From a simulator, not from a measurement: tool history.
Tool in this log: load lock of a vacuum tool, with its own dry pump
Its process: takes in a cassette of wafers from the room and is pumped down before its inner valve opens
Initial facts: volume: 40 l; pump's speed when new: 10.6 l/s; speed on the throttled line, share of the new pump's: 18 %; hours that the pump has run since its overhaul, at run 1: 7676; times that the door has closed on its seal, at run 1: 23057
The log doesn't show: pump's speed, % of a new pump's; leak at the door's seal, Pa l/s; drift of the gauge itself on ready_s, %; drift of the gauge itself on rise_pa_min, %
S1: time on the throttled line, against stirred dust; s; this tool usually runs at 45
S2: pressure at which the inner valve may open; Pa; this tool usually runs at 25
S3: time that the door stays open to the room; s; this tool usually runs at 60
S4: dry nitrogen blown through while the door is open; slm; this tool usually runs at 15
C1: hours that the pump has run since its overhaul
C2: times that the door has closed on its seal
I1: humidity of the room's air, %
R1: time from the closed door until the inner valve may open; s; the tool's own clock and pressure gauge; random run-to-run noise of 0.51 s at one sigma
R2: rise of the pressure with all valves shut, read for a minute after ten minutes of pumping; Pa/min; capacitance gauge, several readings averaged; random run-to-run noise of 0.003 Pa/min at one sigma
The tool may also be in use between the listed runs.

{"run": 1, "hour": 0.0, "S1": 45, "S2": 25, "S3": 60, "S4": 15, "C1": 7676, "C2": 23057, "I1": 43.8, "R1": 67.5, "R2": 0.051}
{"run": 2, "hour": 584.4, "S1": 45, "S2": 25, "S3": 60, "S4": 15, "C1": 8260, "C2": 24132, "I1": 47.3, "R1": 68.3, "R2": 0.052}
{"run": 3, "hour": 964.1, "S1": 45, "S2": 25, "S3": 60, "S4": 15, "C1": 8640, "C2": 24830, "I1": 42, "R1": 68.8, "R2": 0.047}
{"run": 4, "hour": 1348.2, "S1": 45, "S2": 25, "S3": 60, "S4": 15, "C1": 9024, "C2": 25536, "I1": 45, "R1": 68.7, "R2": 0.045}
{"run": 5, "hour": 1793.7, "S1": 45, "S2": 25, "S3": 60, "S4": 15, "C1": 9470, "C2": 26355, "I1": 44.3, "R1": 68.3, "R2": 0.049}
{"run": 6, "hour": 2277.7, "S1": 45, "S2": 25, "S3": 60, "S4": 15, "C1": 9954, "C2": 27245, "I1": 45.6, "R1": 67.8, "R2": 0.049}
{"run": 7, "hour": 2684.9, "S1": 60, "S2": 23, "S3": 60, "S4": 12, "C1": 10361, "C2": 27994, "I1": 47, "R1": 80.3, "R2": 0.057}
{"hour": 2715.1, "done": "dry pump taken out, an overhauled one fitted"}
{"run": 8, "hour": 2963.0, "S1": 65, "S2": 20, "S3": 51, "S4": 4, "C1": 248, "C2": 28494, "I1": 44.8, "R1": 85.6, "R2": 0.063}
{"run": 9, "hour": 3351.9, "S1": 45, "S2": 26, "S3": 172, "S4": 15, "C1": 637, "C2": 29209, "I1": 42.8, "R1": 68.9, "R2": 0.081}
{"run": 10, "hour": 3671.4, "S1": 45, "S2": 26, "S3": 60, "S4": 4, "C1": 956, "C2": 29797, "I1": 45.6, "R1": 67.9, "R2": 0.068}
{"run": 11, "hour": 3953.3, "S1": 61, "S2": 25, "S3": 205, "S4": 24, "C1": 1238, "C2": 30315, "I1": 42, "R1": 80.9, "R2": 0.072}

4 options for the next run, each taken on its own from the tool as it stands now. Forecast them:
{"run": "A", "hour": 4406.0, "S1": 45, "S2": 41, "S3": 60, "S4": 10, "C1": 1691, "C2": 31147, "I1": 47.3, "R1": "?", "R2": "?"}
{"run": "B", "hour": 4406.0, "S1": 45, "S2": 25, "S3": 44, "S4": 15, "C1": 1691, "C2": 31147, "I1": 46.9, "R1": "?", "R2": "?"}
{"run": "C", "hour": 4406.0, "S1": 51, "S2": 36, "S3": 205, "S4": 6, "C1": 1691, "C2": 31147, "I1": 44.9, "R1": "?", "R2": "?"}
{"run": "D", "hour": 4406.0, "S1": 24, "S2": 22, "S3": 66, "S4": 24, "C1": 1691, "C2": 31147, "I1": 45.4, "R1": "?", "R2": "?"}

run=A R1=66.7 R2=0.058
run=B R1=68.3 R2=0.045
run=C R1=72.1 R2=0.107
run=D R1=51.7 R2=0.048
With the hidden condition removed and each run's random variation left untouched, the same runs would have given:
run=A R1=66.7 R2=0.058
run=B R1=68.3 R2=0.044
run=C R1=72.1 R2=0.106
run=D R1=51.7 R2=0.048
